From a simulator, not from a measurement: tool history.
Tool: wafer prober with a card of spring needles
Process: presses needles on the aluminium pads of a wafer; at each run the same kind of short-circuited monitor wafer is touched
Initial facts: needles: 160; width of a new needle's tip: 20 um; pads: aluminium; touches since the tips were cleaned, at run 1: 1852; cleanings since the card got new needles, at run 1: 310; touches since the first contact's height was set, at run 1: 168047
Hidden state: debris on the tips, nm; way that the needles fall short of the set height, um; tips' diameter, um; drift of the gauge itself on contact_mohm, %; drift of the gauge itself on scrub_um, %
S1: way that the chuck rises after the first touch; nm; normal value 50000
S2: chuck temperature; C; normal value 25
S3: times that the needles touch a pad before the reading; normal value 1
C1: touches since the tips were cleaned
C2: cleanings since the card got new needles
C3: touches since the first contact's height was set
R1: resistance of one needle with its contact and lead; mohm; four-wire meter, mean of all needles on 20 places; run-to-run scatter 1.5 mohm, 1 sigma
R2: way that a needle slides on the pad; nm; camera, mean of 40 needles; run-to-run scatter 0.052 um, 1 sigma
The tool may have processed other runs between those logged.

run	day	S1	S2	S3	C1	C2	C3	R1	R2
1	0	50000	25	1	1852	310	168047	209	10560
# day 0.117: tips cleaned on abrasive film
# day 0.404: tips cleaned on abrasive film
# day 0.417: height of the first contact set anew
# day 0.646: tips cleaned on abrasive film
# day 0.929: tips cleaned on abrasive film
# day 1.158: tips cleaned on abrasive film
2	1.342	50000	25	1	2233	315	11161	221	11780
# day 1.404: tips cleaned on abrasive film
# day 1.688: tips cleaned on abrasive film
# day 1.975: tips cleaned on abrasive film
# day 2.262: tips cleaned on abrasive film
# day 2.492: tips cleaned on abrasive film
# day 2.775: tips cleaned on abrasive film
# day 3.062: tips cleaned on abrasive film
3	3.262	50000	25	1	2469	322	34235	227	11610
# day 3.325: tips cleaned on abrasive film
# day 3.608: tips cleaned on abrasive film
# day 3.896: tips cleaned on abrasive film
# day 4.183: tips cleaned on abrasive film
# day 4.467: tips cleaned on abrasive film
# day 4.754: tips cleaned on abrasive film
# day 4.983: tips cleaned on abrasive film
# day 5.267: tips cleaned on abrasive film
# day 5.554: tips cleaned on abrasive film
# day 5.842: tips cleaned on abrasive film
# day 6.117: tips cleaned on abrasive film
4	6.117	35000	25	1	0	333	68454	180	7840
# day 6.346: tips cleaned on abrasive film
# day 6.629: tips cleaned on abrasive film
# day 6.917: tips cleaned on abrasive film
# day 7.204: tips cleaned on abrasive film
5	7.425	35000	25	1	2725	337	84228	355	7680
# day 7.488: tips cleaned on abrasive film
# day 7.717: tips cleaned on abrasive film
# day 8: tips cleaned on abrasive film
# day 8.288: tips cleaned on abrasive film
# day 8.575: tips cleaned on abrasive film
6	8.775	50000	85	1	2470	342	100433	243	11110
# day 8.838: tips cleaned on abrasive film
# day 9.121: tips cleaned on abrasive film
# day 9.408: tips cleaned on abrasive film
# day 9.692: tips cleaned on abrasive film
# day 9.979: tips cleaned on abrasive film
# day 10.267: tips cleaned on abrasive film
# day 10.496: tips cleaned on abrasive film
# day 10.779: tips cleaned on abrasive film
# day 11.008: tips cleaned on abrasive film
# day 11.296: tips cleaned on abrasive film
7	11.296	50000	25	1	16	352	130666	161	10930
# day 11.525: tips cleaned on abrasive film
# day 11.754: tips cleaned on abrasive film, once more
# day 12.042: tips cleaned on abrasive film
# day 12.325: tips cleaned on abrasive film
# day 12.825: card fitted with new needles
# day 13.112: tips cleaned on abrasive film
# day 13.396: tips cleaned on abrasive film
8	13.467	50000	25	1	819	2	7687	144	11770
# day 13.638: tips cleaned on abrasive film
# day 13.925: tips cleaned on abrasive film
# day 14.154: tips cleaned on abrasive film
# day 14.438: tips cleaned on abrasive film
# day 14.725: tips cleaned on abrasive film
# day 15.012: tips cleaned on abrasive film
# day 15.242: tips cleaned on abrasive film
# day 15.525: tips cleaned on abrasive film
9	15.746	50000	25	2	2690	10	35104	151	11530
# day 15.808: tips cleaned on abrasive film
# day 16.092: tips cleaned on abrasive film
# day 16.379: tips cleaned on abrasive film
# day 16.662: tips cleaned on abrasive film
# day 16.95: tips cleaned on abrasive film
# day 17.238: tips cleaned on abrasive film
# day 17.521: tips cleaned on abrasive film
# day 17.75: tips cleaned on abrasive film
# day 18.038: tips cleaned on abrasive film
# day 18.279: tips cleaned on abrasive film
10	18.279	54000	25	1	0	20	65484	136	12280
# day 18.567: tips cleaned on abrasive film
# day 18.85: tips cleaned on abrasive film
# day 19.138: tips cleaned on abrasive film
# day 19.421: tips cleaned on abrasive film
# day 19.708: tips cleaned on abrasive film
# day 19.992: tips cleaned on abrasive film
# day 20.279: tips cleaned on abrasive film
# day 20.508: tips cleaned on abrasive film
# day 20.796: tips cleaned on abrasive film
# day 21.025: tips cleaned on abrasive film
# day 21.308: tips cleaned on abrasive film
11	21.329	54000	25	1	242	31	102123	142	12090
# day 21.558: tips cleaned on abrasive film
# day 21.846: tips cleaned on abrasive film
# day 22.129: tips cleaned on abrasive film
# day 22.417: tips cleaned on abrasive film
# day 22.7: tips cleaned on abrasive film
# day 22.988: tips cleaned on abrasive film
# day 23.217: tips cleaned on abrasive film
# day 23.504: tips cleaned on abrasive film
# day 23.733: tips cleaned on abrasive film
12	23.804	50000	64	3	866	40	131834	150	10900
# day 23.975: tips cleaned on abrasive film
# day 24.262: tips cleaned on abrasive film
# day 24.55: tips cleaned on abrasive film
# day 24.833: tips cleaned on abrasive film
# day 25.121: tips cleaned on abrasive film
# day 25.35: tips cleaned on abrasive film
# day 25.633: tips cleaned on abrasive film
# day 25.921: tips cleaned on abrasive film
# day 26.158: tips cleaned on abrasive film
13	26.158	50000	64	3	0	49	160101	145	10670
# day 26.388: tips cleaned on abrasive film
# day 26.617: tips cleaned on abrasive film
# day 26.904: tips cleaned on abrasive film
# day 27.188: tips cleaned on abrasive film
# day 27.258: height of the first contact set anew
# day 27.433: tips cleaned on abrasive film
14	27.65	48000	67	1	2662	54	4722	179	11240
# day 27.708: tips cleaned on abrasive film
# day 27.938: tips cleaned on abrasive film
# day 28.225: tips cleaned on abrasive film
# day 28.512: tips cleaned on abrasive film
# day 28.796: tips cleaned on abrasive film
# day 29.083: tips cleaned on abrasive film
# day 29.367: tips cleaned on abrasive film
# day 29.596: tips cleaned on abrasive film
# day 29.883: tips cleaned on abrasive film
15	29.975	48000	67	2	1141	63	32646	153	11070
# day 30.15: tips cleaned on abrasive film
# day 30.438: tips cleaned on abrasive film
# day 30.721: tips cleaned on abrasive film
# day 31.008: tips cleaned on abrasive film
# day 31.267: tips cleaned on abrasive film
16	31.267	41000	25	1	0	68	48136	146	9470
# day 31.554: tips cleaned on abrasive film
# day 31.838: tips cleaned on abrasive film
# day 32.125: tips cleaned on abrasive film
# day 32.412: tips cleaned on abrasive film
# day 32.696: tips cleaned on abrasive film
# day 32.983: tips cleaned on abrasive film
# day 33.212: tips cleaned on abrasive film
# day 33.496: tips cleaned on abrasive film
# day 33.783: tips cleaned on abrasive film
# day 34.012: tips cleaned on abrasive film
# day 34.275: tips cleaned on abrasive film
17	34.275	50000	91	1	0	79	84258	153	11350
# day 34.562: tips cleaned on abrasive film
# day 34.846: tips cleaned on abrasive film
# day 35.133: tips cleaned on abrasive film
# day 35.421: tips cleaned on abrasive film
# day 35.704: tips cleaned on abrasive film
# day 35.992: tips cleaned on abrasive film
# day 36.275: tips cleaned on abrasive film
# day 36.558: tips cleaned on abrasive film
18	36.558	50000	91	1	0	87	111697	155	11120

Each row is a separate what-if for the run after 18, all from the same tool condition, not one after another. Results?
# day 36.846: tips cleaned on abrasive film
# day 37.129: tips cleaned on abrasive film
# day 37.358: tips cleaned on abrasive film
# day 37.646: tips cleaned on abrasive film
# day 37.933: tips cleaned on abrasive film
# day 38.217: tips cleaned on abrasive film
# day 38.504: tips cleaned on abrasive film
# day 38.788: tips cleaned on abrasive film
# day 39.075: tips cleaned on abrasive film
A	39.117	50000	110	3	509	96	142423	?	?
# day 36.846: tips cleaned on abrasive film
# day 37.129: tips cleaned on abrasive film
# day 37.358: tips cleaned on abrasive film
# day 37.646: tips cleaned on abrasive film
# day 37.933: tips cleaned on abrasive film
# day 38.217: tips cleaned on abrasive film
# day 38.504: tips cleaned on abrasive film
# day 38.788: tips cleaned on abrasive film
# day 39.075: tips cleaned on abrasive film
B	39.117	30000	29	1	509	96	142423	?	?
# day 36.846: tips cleaned on abrasive film
# day 37.129: tips cleaned on abrasive film
# day 37.358: tips cleaned on abrasive film
# day 37.646: tips cleaned on abrasive film
# day 37.933: tips cleaned on abrasive film
# day 38.217: tips cleaned on abrasive film
# day 38.504: tips cleaned on abrasive film
# day 38.788: tips cleaned on abrasive film
# day 39.075: tips cleaned on abrasive film
C	39.117	32000	91	1	509	96	142423	?	?
# day 36.846: tips cleaned on abrasive film
# day 37.129: tips cleaned on abrasive film
# day 37.358: tips cleaned on abrasive film
# day 37.646: tips cleaned on abrasive film
# day 37.933: tips cleaned on abrasive film
# day 38.217: tips cleaned on abrasive film
# day 38.504: tips cleaned on abrasive film
# day 38.788: tips cleaned on abrasive film
# day 39.075: tips cleaned on abrasive film
D	39.117	63000	60	1	509	96	142423	?	?

run	R1	R2
A	161	10930
B	193	6140
C	195	6620
D	145	14010
Without the tool's unlogged condition, the same runs would have read:
run	R1	R2
A	151	11890
B	147	7100
C	156	7580
D	134	14970

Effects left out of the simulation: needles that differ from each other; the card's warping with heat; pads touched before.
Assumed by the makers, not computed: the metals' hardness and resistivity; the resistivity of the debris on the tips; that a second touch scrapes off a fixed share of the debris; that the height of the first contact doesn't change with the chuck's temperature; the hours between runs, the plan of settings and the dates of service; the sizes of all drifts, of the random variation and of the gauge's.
